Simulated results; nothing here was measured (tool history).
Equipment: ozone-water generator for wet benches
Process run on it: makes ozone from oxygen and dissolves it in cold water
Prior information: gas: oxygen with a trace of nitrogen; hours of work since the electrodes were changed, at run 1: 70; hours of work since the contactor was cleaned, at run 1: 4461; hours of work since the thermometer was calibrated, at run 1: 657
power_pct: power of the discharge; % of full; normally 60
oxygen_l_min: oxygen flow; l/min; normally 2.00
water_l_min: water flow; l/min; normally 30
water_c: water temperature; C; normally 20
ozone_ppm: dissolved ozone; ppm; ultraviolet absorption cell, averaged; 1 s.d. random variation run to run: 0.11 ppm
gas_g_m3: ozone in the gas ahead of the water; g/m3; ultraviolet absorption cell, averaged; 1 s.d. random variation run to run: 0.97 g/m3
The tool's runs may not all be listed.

run	hour	power_pct	oxygen_l_min	water_l_min	water_c	hours of work since the electrodes were changed	hours of work since the contactor was cleaned	hours of work since the thermometer was calibrated	ozone_ppm	gas_g_m3
1	0.0	60	2.00	30	20	70	4461	657	7.8	167.4
2	35.0	60	2.00	30	20	99	4490	686	7.5	167.9
3	73.4	60	2.00	30	20	130	4522	717	7.5	166.2
4	111.5	60	2.00	30	17	162	4553	749	7.7	167.3
5	144.4	60	2.00	30	20	189	4580	776	7.7	167.5
6	179.5	60	2.00	30	15	218	4609	805	7.9	167.2
7	206.2	60	2.00	30	15	240	4631	827	7.9	167.5
8	233.3	60	3.11	30	20	262	4654	849	8.7	137.4
9	269.9	60	3.11	30	20	292	4684	879	8.7	137.0
10	300.4	60	2.00	30	20	317	4709	904	7.9	168.5
11	333.8	60	2.00	30	20	345	4736	932	7.9	167.1
12	360.2	60	2.00	30	20	367	4758	954	7.8	168.2
13	390.6	60	2.00	30	20	392	4783	979	7.6	167.4
14	409.4	60	2.00	30	20	407	4799	994	7.5	167.0
15	436.8	60	2.00	30	20	430	4821	1017	7.5	168.7
16	466.2	60	2.00	30	20	454	4846	1041	7.5	166.3
17	489.4	60	2.00	30	20	473	4865	1060	7.6	167.7
18	508.7	51	2.00	39	20	489	4881	1076	5.4	151.0
19	546.0	51	2.00	39	20	520	4911	1107	5.0	151.0
20	566.8	51	2.00	39	20	537	4928	1124	5.2	148.3
# hour 573.2: contactor cleaned
21	600.2	40	1.04	22	20	561	22	1148	6.1	169.6
22	639.2	40	1.04	22	20	593	54	1180	6.0	171.3
23	676.5	73	1.22	22	16	624	85	1211	10.2	241.4
24	700.8	73	1.22	22	16	644	105	1231	10.1	242.1
25	741.8	73	1.22	22	16	678	139	1265	10.0	241.8
# hour 752.3: contactor cleaned, once more
26	764.6	99	1.66	21	20	693	10	1280	14.6	260.5

Run 27 comes next. What will it give?
27	788.0	47	1.09	29	12	713	29	1300	?	?

ozone_ppm: 5.7 ppm
gas_g_m3: 186.5 g/m3
On a tool with no hidden condition, and with the same random variation, this run would have come out at ozone_ppm 5.7 ppm, gas_g_m3 186.9 g/m3.
